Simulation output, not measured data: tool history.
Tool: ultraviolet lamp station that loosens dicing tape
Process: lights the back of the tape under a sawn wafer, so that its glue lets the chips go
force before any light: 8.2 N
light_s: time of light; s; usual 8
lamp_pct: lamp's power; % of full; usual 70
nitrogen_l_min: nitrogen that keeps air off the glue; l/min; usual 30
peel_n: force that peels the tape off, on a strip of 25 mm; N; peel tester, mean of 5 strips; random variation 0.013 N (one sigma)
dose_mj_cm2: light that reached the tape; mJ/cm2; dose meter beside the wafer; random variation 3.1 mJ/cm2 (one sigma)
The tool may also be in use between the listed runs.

Run 1, hour 0.0: usual settings. Result: peel_n 0.870 N, dose_mj_cm2 406 mJ/cm2.
Run 2, hour 38.0: usual settings. Result: peel_n 0.898 N, dose_mj_cm2 403 mJ/cm2.
Run 3, hour 65.6: usual settings but nitrogen_l_min 60 l/min. Result: peel_n 0.574 N, dose_mj_cm2 398 mJ/cm2.
Run 4, hour 90.2: usual settings but nitrogen_l_min 60 l/min. Result: peel_n 0.591 N, dose_mj_cm2 388 mJ/cm2.
Run 5, hour 135.8: usual settings but nitrogen_l_min 60 l/min. Result: peel_n 0.604 N, dose_mj_cm2 395 mJ/cm2.
Run 6, hour 165.6: usual settings but nitrogen_l_min 60 l/min. Result: peel_n 0.606 N, dose_mj_cm2 390 mJ/cm2.
Run 7, hour 211.5: usual settings but nitrogen_l_min 60 l/min. Result: peel_n 0.603 N, dose_mj_cm2 385 mJ/cm2.
Run 8, hour 234.8: usual settings but light_s 5 s, lamp_pct 64 % of full, nitrogen_l_min 22 l/min. Result: peel_n 2.648 N, dose_mj_cm2 217 mJ/cm2.

Run 9 comes next. What will it give?
Run 9, hour 255.1: usual settings but light_s 5 s, lamp_pct 64 % of full, nitrogen_l_min 22 l/min. Result: peel_n ?, dose_mj_cm2 ?.

Run 9 gave peel_n 2.547 N, dose_mj_cm2 217 mJ/cm2.
Without the tool's hidden state the same run would have given peel_n 1.962 N, dose_mj_cm2 268 mJ/cm2.
